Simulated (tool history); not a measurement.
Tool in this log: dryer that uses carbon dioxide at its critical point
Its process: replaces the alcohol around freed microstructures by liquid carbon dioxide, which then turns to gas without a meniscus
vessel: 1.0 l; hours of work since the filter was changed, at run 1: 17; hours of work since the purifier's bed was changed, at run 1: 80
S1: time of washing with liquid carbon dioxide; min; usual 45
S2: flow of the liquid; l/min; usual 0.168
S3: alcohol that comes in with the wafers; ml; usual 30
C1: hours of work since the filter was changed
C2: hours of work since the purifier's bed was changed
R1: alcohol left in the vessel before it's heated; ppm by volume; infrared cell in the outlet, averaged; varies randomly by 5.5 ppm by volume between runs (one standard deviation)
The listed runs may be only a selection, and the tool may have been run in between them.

run 1 hour=0.0 | S1=45 S2=0.168 S3=30 | C1=17 C2=80 | R1=169
run 2 hour=23.0 | S1=45 S2=0.168 S3=30 | C1=24 C2=87 | R1=168
run 3 hour=34.8 | S1=45 S2=0.150 S3=30 | C1=28 C2=91 | R1=291
run 4 hour=45.9 | S1=45 S2=0.150 S3=30 | C1=31 C2=94 | R1=301
run 5 hour=66.0 | S1=45 S2=0.150 S3=30 | C1=37 C2=100 | R1=303
run 6 hour=83.6 | S1=45 S2=0.168 S3=30 | C1=42 C2=106 | R1=174
run 7 hour=99.4 | S1=45 S2=0.248 S3=30 | C1=47 C2=110 | R1=42
run 8 hour=121.0 | S1=45 S2=0.248 S3=30 | C1=54 C2=117 | R1=21
run 9 hour=134.5 | S1=45 S2=0.248 S3=30 | C1=58 C2=121 | R1=37
run 10 hour=148.8 | S1=45 S2=0.248 S3=30 | C1=62 C2=125 | R1=36
run 11 hour=159.8 | S1=45 S2=0.248 S3=30 | C1=65 C2=129 | R1=36
run 12 hour=183.0 | S1=49 S2=0.168 S3=30 | C1=72 C2=136 | R1=137
run 13 hour=204.5 | S1=39 S2=0.220 S3=30 | C1=79 C2=142 | R1=103
run 14 hour=225.0 | S1=39 S2=0.220 S3=30 | C1=85 C2=148 | R1=109
run 15 hour=234.8 | S1=68 S2=0.133 S3=30 | C1=88 C2=151 | R1=89
run 16 hour=248.8 | S1=70 S2=0.168 S3=85 | C1=92 C2=156 | R1=51
run 17 hour=263.0 | S1=32 S2=0.227 S3=85 | C1=97 C2=160 | R1=604
run 18 hour=283.0 | S1=40 S2=0.174 S3=77 | C1=103 C2=166 | R1=731
run 19 hour=299.4 | S1=70 S2=0.102 S3=59 | C1=108 C2=171 | R1=564
run 20 hour=311.7 | S1=34 S2=0.224 S3=109 | C1=111 C2=175 | R1=658
run 21 hour=332.3 | S1=34 S2=0.224 S3=109 | C1=118 C2=181 | R1=661
run 22 hour=345.7 | S1=71 S2=0.224 S3=49 | C1=122 C2=185 | R1=38
run 23 hour=361.1 | S1=45 S2=0.144 S3=30 | C1=126 C2=190 | R1=433
run 24 hour=373.9 | S1=64 S2=0.191 S3=30 | C1=130 C2=193 | R1=35

Per-run results on a tool with no hidden state, each run keeping its own random variation:
The tool's hidden condition here consists of: flow that reaches the vessel past the clogged filter, %; alcohol in the recycled carbon dioxide, ppm; drift of the gauge itself on alcohol_ppm, %.
run=1 R1=151
run=2 R1=146
run=3 R1=261
run=4 R1=268
run=5 R1=267
run=6 R1=142
run=7 R1=23
run=8 R1=1
run=9 R1=18
run=10 R1=15
run=11 R1=15
run=12 R1=99
run=13 R1=67
run=14 R1=70
run=15 R1=52
run=16 R1=20
run=17 R1=465
run=18 R1=570
run=19 R1=429
run=20 R1=486
run=21 R1=481
run=22 R1=11
run=23 R1=314
run=24 R1=3
